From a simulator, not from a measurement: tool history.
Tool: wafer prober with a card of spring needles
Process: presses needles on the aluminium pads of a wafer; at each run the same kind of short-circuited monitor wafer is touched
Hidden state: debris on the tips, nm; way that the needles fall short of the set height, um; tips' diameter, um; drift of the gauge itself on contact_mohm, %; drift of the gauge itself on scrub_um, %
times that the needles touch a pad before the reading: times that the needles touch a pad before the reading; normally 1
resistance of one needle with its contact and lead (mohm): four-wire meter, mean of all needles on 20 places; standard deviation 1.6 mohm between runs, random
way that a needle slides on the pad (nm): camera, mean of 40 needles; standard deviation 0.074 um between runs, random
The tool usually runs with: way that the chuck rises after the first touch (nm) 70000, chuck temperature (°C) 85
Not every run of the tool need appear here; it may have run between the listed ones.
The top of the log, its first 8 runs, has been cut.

| run | hour | way that the chuck rises after the first touch (nm) | chuck temperature (°C) | times that the needles touch a pad before the reading | touches since the tips were cleaned | cleanings since the card got new needles | touches since the first contact's height was set | resistance of one needle with its contact and lead (mohm) | way that a needle slides on the pad (nm) |
|---|---|---|---|---|---|---|---|---|---|
|  | 220.2 | tips cleaned on abrasive film |
| 9 | 230.4 | 64000 | 85 | 1 | 3941 | 93 | 144107 | 153 | 17170 |
|  | 237.1 | tips cleaned on abrasive film |
|  | 253.4 | tips cleaned on abrasive film |
|  | 262.9 | height of the first contact set anew |
| 10 | 262.9 | 70000 | 85 | 1 | 3573 | 95 | 0 | 152 | 18780 |
|  | 270.7 | tips cleaned on abrasive film |
| 11 | 284.4 | 74000 | 85 | 1 | 5307 | 96 | 8305 | 148 | 19680 |
|  | 286.1 | tips cleaned on abrasive film |
|  | 302.0 | tips cleaned on abrasive film |
| 12 | 310.5 | 74000 | 85 | 1 | 3306 | 98 | 18360 | 147 | 19800 |
|  | 316.6 | tips cleaned on abrasive film |
| 13 | 328.9 | 74000 | 85 | 1 | 4786 | 99 | 25461 | 148 | 19790 |
|  | 331.3 | tips cleaned on abrasive film |
|  | 347.5 | tips cleaned on abrasive film |
|  | 362.5 | tips cleaned on abrasive film |
| 14 | 365.5 | 74000 | 85 | 1 | 1166 | 102 | 39542 | 148 | 19630 |
|  | 377.2 | tips cleaned on abrasive film |
| 15 | 391.0 | 70000 | 85 | 1 | 5349 | 103 | 49384 | 150 | 18540 |
|  | 393.9 | tips cleaned on abrasive film |
|  | 408.9 | tips cleaned on abrasive film |
| 16 | 422.6 | 70000 | 85 | 2 | 5329 | 105 | 61569 | 152 | 18630 |
|  | 424.7 | tips cleaned on abrasive film |
|  | 439.4 | tips cleaned on abrasive film |
| 17 | 447.2 | 51000 | 69 | 2 | 3017 | 107 | 71026 | 151 | 13560 |
|  | 455.6 | tips cleaned on abrasive film |
|  | 471.2 | tips cleaned on abrasive film |
| 18 | 479.2 | 70000 | 85 | 2 | 3101 | 109 | 83369 | 149 | 18550 |
|  | 485.8 | tips cleaned on abrasive film |
|  | 501.1 | tips cleaned on abrasive film |
|  | 516.3 | tips cleaned on abrasive film |
| 19 | 516.3 | 70000 | 85 | 2 | 0 | 112 | 97665 | 148 | 18610 |
|  | 533.1 | tips cleaned on abrasive film |
|  | 549.0 | tips cleaned on abrasive film |
| 20 | 553.5 | 70000 | 85 | 2 | 1736 | 114 | 112006 | 149 | 18490 |
|  | 566.0 | tips cleaned on abrasive film |
|  | 583.3 | tips cleaned on abrasive film |
|  | 586.2 | gauge calibrated |
| 21 | 588.3 | 63000 | 103 | 2 | 1936 | 116 | 125419 | 153 | 17150 |
|  | 598.6 | tips cleaned on abrasive film |
|  | 615.1 | tips cleaned on abrasive film |
| 22 | 623.1 | 63000 | 85 | 1 | 3105 | 118 | 138867 | 150 | 16990 |
|  | 629.6 | tips cleaned on abrasive film |
|  | 646.3 | tips cleaned on abrasive film |
|  | 661.0 | tips cleaned on abrasive film |
| 23 | 661.0 | 89000 | 85 | 1 | 0 | 121 | 153444 | 146 | 23950 |
|  | 671.2 | height of the first contact set anew |
|  | 678.4 | tips cleaned on abrasive film |
| 24 | 685.4 | 89000 | 32 | 1 | 2709 | 122 | 5447 | 138 | 24040 |
|  | 694.2 | tips cleaned on abrasive film |
|  | 708.6 | tips cleaned on abrasive film |
| 25 | 712.5 | 89000 | 32 | 1 | 1499 | 124 | 15900 | 137 | 24010 |
|  | 723.9 | tips cleaned on abrasive film |
|  | 738.9 | tips cleaned on abrasive film |
| 26 | 746.3 | 85000 | 38 | 2 | 2868 | 126 | 28949 | 139 | 22880 |
|  | 754.6 | tips cleaned on abrasive film |
|  | 770.7 | tips cleaned on abrasive film |
| 27 | 778.2 | 61000 | 72 | 2 | 2925 | 128 | 41234 | 150 | 16280 |
|  | 786.3 | tips cleaned on abrasive film |
|  | 801.5 | tips cleaned on abrasive film |
| 28 | 814.3 | 62000 | 63 | 2 | 4988 | 130 | 55165 | 145 | 16510 |
|  | 817.9 | tips cleaned on abrasive film |
|  | 833.7 | tips cleaned on abrasive film |
| 29 | 834.0 | 52000 | 65 | 2 | 130 | 132 | 62719 | 148 | 13900 |
|  | 849.0 | tips cleaned on abrasive film |
|  | 865.4 | tips cleaned on abrasive film |
| 30 | 869.1 | 52000 | 40 | 2 | 1436 | 134 | 76275 | 144 | 13900 |

3 ways to go on from here, each from the tool as it stands after run 30. What would each give?
|  | 882.8 | tips cleaned on abrasive film |
|  | 897.8 | tips cleaned on abrasive film |
| A | 897.8 | 70000 | 82 | 1 | 0 | 136 | 87325 | ? | ? |
|  | 882.8 | tips cleaned on abrasive film |
|  | 897.8 | tips cleaned on abrasive film |
| B | 897.8 | 52000 | 100 | 2 | 0 | 136 | 87325 | ? | ? |
|  | 882.8 | tips cleaned on abrasive film |
|  | 897.8 | tips cleaned on abrasive film |
| C | 897.8 | 83000 | 85 | 3 | 0 | 136 | 87325 | ? | ? |

| run | resistance of one needle with its contact and lead (mohm) | way that a needle slides on the pad (nm) |
|---|---|---|
| A | 149 | 18610 |
| B | 157 | 13920 |
| C | 147 | 22020 |
With the hidden condition removed and each run's random variation left untouched, the same runs would have given:
| run | resistance of one needle with its contact and lead (mohm) | way that a needle slides on the pad (nm) |
|---|---|---|
| A | 148 | 18830 |
| B | 157 | 14090 |
| C | 147 | 22280 |

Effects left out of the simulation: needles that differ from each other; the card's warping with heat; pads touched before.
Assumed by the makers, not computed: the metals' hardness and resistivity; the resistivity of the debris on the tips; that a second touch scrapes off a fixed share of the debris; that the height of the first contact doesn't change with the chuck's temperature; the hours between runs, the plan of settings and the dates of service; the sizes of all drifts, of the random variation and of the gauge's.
